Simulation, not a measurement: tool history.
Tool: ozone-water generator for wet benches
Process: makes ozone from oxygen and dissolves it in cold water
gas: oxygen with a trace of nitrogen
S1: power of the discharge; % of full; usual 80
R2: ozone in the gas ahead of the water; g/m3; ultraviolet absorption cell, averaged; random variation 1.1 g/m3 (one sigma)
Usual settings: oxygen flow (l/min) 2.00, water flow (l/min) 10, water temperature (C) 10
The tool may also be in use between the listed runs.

{"run": 1, "hour": 0.0, "S1": 80, "oxygen flow (l/min)": 2.0, "water flow (l/min)": 10, "water temperature (C)": 10, "dissolved ozone (ppm)": 20.8, "R2": 197.3}
{"run": 2, "hour": 122.7, "S1": 80, "oxygen flow (l/min)": 2.0, "water flow (l/min)": 10, "water temperature (C)": 10, "dissolved ozone (ppm)": 21.2, "R2": 196.9}
{"run": 3, "hour": 245.0, "S1": 80, "oxygen flow (l/min)": 2.0, "water flow (l/min)": 10, "water temperature (C)": 10, "dissolved ozone (ppm)": 20.9, "R2": 199.2}
{"run": 4, "hour": 367.1, "S1": 80, "oxygen flow (l/min)": 2.0, "water flow (l/min)": 10, "water temperature (C)": 10, "dissolved ozone (ppm)": 21.0, "R2": 195.7}
{"run": 5, "hour": 429.9, "S1": 80, "oxygen flow (l/min)": 2.0, "water flow (l/min)": 10, "water temperature (C)": 10, "dissolved ozone (ppm)": 20.8, "R2": 198.5}
{"run": 6, "hour": 546.6, "S1": 80, "oxygen flow (l/min)": 2.0, "water flow (l/min)": 10, "water temperature (C)": 10, "dissolved ozone (ppm)": 21.2, "R2": 198.8}
{"run": 7, "hour": 643.3, "S1": 80, "oxygen flow (l/min)": 2.0, "water flow (l/min)": 10, "water temperature (C)": 10, "dissolved ozone (ppm)": 20.9, "R2": 197.9}
{"run": 8, "hour": 768.8, "S1": 80, "oxygen flow (l/min)": 2.0, "water flow (l/min)": 10, "water temperature (C)": 10, "dissolved ozone (ppm)": 21.0, "R2": 197.6}
{"run": 9, "hour": 850.9, "S1": 80, "oxygen flow (l/min)": 2.0, "water flow (l/min)": 10, "water temperature (C)": 10, "dissolved ozone (ppm)": 21.2, "R2": 197.7}
{"run": 10, "hour": 964.5, "S1": 80, "oxygen flow (l/min)": 2.0, "water flow (l/min)": 10, "water temperature (C)": 12, "dissolved ozone (ppm)": 20.5, "R2": 198.5}
{"run": 11, "hour": 1051.3, "S1": 70, "oxygen flow (l/min)": 2.0, "water flow (l/min)": 10, "water temperature (C)": 10, "dissolved ozone (ppm)": 19.0, "R2": 181.0}
{"run": 12, "hour": 1148.9, "S1": 80, "oxygen flow (l/min)": 2.0, "water flow (l/min)": 15, "water temperature (C)": 10, "dissolved ozone (ppm)": 14.3, "R2": 199.0}
{"run": 13, "hour": 1239.7, "S1": 80, "oxygen flow (l/min)": 2.0, "water flow (l/min)": 15, "water temperature (C)": 10, "dissolved ozone (ppm)": 14.3, "R2": 198.4}
{"run": 14, "hour": 1331.4, "S1": 80, "oxygen flow (l/min)": 2.0, "water flow (l/min)": 15, "water temperature (C)": 10, "dissolved ozone (ppm)": 14.1, "R2": 200.2}
{"run": 15, "hour": 1421.2, "S1": 80, "oxygen flow (l/min)": 1.77, "water flow (l/min)": 10, "water temperature (C)": 10, "dissolved ozone (ppm)": 20.7, "R2": 211.6}
{"run": 16, "hour": 1543.1, "S1": 80, "oxygen flow (l/min)": 1.77, "water flow (l/min)": 10, "water temperature (C)": 10, "dissolved ozone (ppm)": 20.3, "R2": 212.7}
{"run": 17, "hour": 1630.7, "S1": 80, "oxygen flow (l/min)": 1.77, "water flow (l/min)": 10, "water temperature (C)": 10, "dissolved ozone (ppm)": 20.6, "R2": 210.2}
{"run": 18, "hour": 1689.3, "S1": 80, "oxygen flow (l/min)": 1.77, "water flow (l/min)": 10, "water temperature (C)": 10, "dissolved ozone (ppm)": 20.5, "R2": 212.2}
{"run": 19, "hour": 1753.4, "S1": 51, "oxygen flow (l/min)": 1.77, "water flow (l/min)": 14, "water temperature (C)": 10, "dissolved ozone (ppm)": 10.7, "R2": 157.6}
{"run": 20, "hour": 1870.7, "S1": 41, "oxygen flow (l/min)": 1.77, "water flow (l/min)": 11, "water temperature (C)": 10, "dissolved ozone (ppm)": 12.1, "R2": 135.7}
{"run": 21, "hour": 1949.3, "S1": 41, "oxygen flow (l/min)": 1.77, "water flow (l/min)": 11, "water temperature (C)": 10, "dissolved ozone (ppm)": 12.0, "R2": 137.2}
{"run": 22, "hour": 2071.4, "S1": 88, "oxygen flow (l/min)": 1.77, "water flow (l/min)": 15, "water temperature (C)": 6, "dissolved ozone (ppm)": 15.2, "R2": 227.2}
{"run": 23, "hour": 2127.0, "S1": 61, "oxygen flow (l/min)": 2.33, "water flow (l/min)": 8, "water temperature (C)": 16, "dissolved ozone (ppm)": 19.4, "R2": 152.7}
{"run": 24, "hour": 2257.4, "S1": 61, "oxygen flow (l/min)": 2.33, "water flow (l/min)": 8, "water temperature (C)": 16, "dissolved ozone (ppm)": 19.6, "R2": 153.6}

Run 25 comes next. What will it give?
{"run": 25, "hour": 2368.6, "S1": 61, "oxygen flow (l/min)": 2.33, "water flow (l/min)": 8, "water temperature (C)": 16, "dissolved ozone (ppm)": "?", "R2": "?"}

Run 25 gave dissolved ozone (ppm) 19.8, R2 154.1 g/m3.
Without the tool's hidden state the same run would have given dissolved ozone (ppm) 19.8, R2 151.5 g/m3.
